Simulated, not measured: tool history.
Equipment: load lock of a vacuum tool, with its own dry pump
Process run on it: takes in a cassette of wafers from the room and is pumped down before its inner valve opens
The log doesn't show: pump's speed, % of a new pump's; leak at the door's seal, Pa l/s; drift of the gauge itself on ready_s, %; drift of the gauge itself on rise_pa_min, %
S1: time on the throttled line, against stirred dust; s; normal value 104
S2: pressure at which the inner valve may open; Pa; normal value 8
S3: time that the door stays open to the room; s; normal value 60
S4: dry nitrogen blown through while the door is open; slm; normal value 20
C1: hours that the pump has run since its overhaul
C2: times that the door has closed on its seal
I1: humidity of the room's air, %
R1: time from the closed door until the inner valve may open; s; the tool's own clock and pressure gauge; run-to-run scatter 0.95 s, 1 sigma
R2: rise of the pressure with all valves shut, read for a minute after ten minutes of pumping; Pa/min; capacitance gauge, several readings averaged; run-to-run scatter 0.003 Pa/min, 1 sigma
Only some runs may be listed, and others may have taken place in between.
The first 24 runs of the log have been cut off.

run,hour,S1,S2,S3,S4,C1,C2,I1,R1,R2
25,5490.4,161,7,194,5,12109,17074,44.6,207.7,0.190
26,5703.3,161,7,194,5,12321,17682,45.3,206.2,0.197
27,5866.4,161,7,194,5,12485,18148,41.8,203.5,0.202
28,6041.2,161,7,194,5,12659,18647,47.2,208.1,0.206
29,6327.1,161,7,194,5,12945,19462,44.3,206.3,0.229
30,6517.8,110,8,60,9,13136,20006,42.8,162.6,0.215
31,6649.6,110,8,60,9,13268,20383,47.8,161.5,0.219
32,6918.4,112,13,63,28,13537,21150,43.4,160.3,0.225
33,7199.5,104,8,60,20,13818,21952,49.4,156.7,0.242
34,7463.6,66,11,183,4,14082,22706,44.5,123.1,0.267
35,7701.7,66,11,183,4,14320,23386,47.9,122.8,0.291
36,7913.4,66,11,183,4,14532,23990,46.1,123.6,0.296
37,8218.3,66,11,183,4,14837,24860,46.7,122.4,0.313

Here are 3 independent what-if runs from the current tool condition. What would each one return?
A,8361.6,66,13,183,22,14980,25269,43.9,?,?
B,8361.6,66,6,183,10,14980,25269,48.4,?,?
C,8361.6,66,11,116,4,14980,25269,46.8,?,?

run,R1,R2
A,121.4,0.309
B,129.5,0.312
C,123.0,0.319
With the hidden condition removed and each run's random variation left untouched, the same runs would have given:
run,R1,R2
A,114.4,0.016
B,121.7,0.028
C,115.9,0.026

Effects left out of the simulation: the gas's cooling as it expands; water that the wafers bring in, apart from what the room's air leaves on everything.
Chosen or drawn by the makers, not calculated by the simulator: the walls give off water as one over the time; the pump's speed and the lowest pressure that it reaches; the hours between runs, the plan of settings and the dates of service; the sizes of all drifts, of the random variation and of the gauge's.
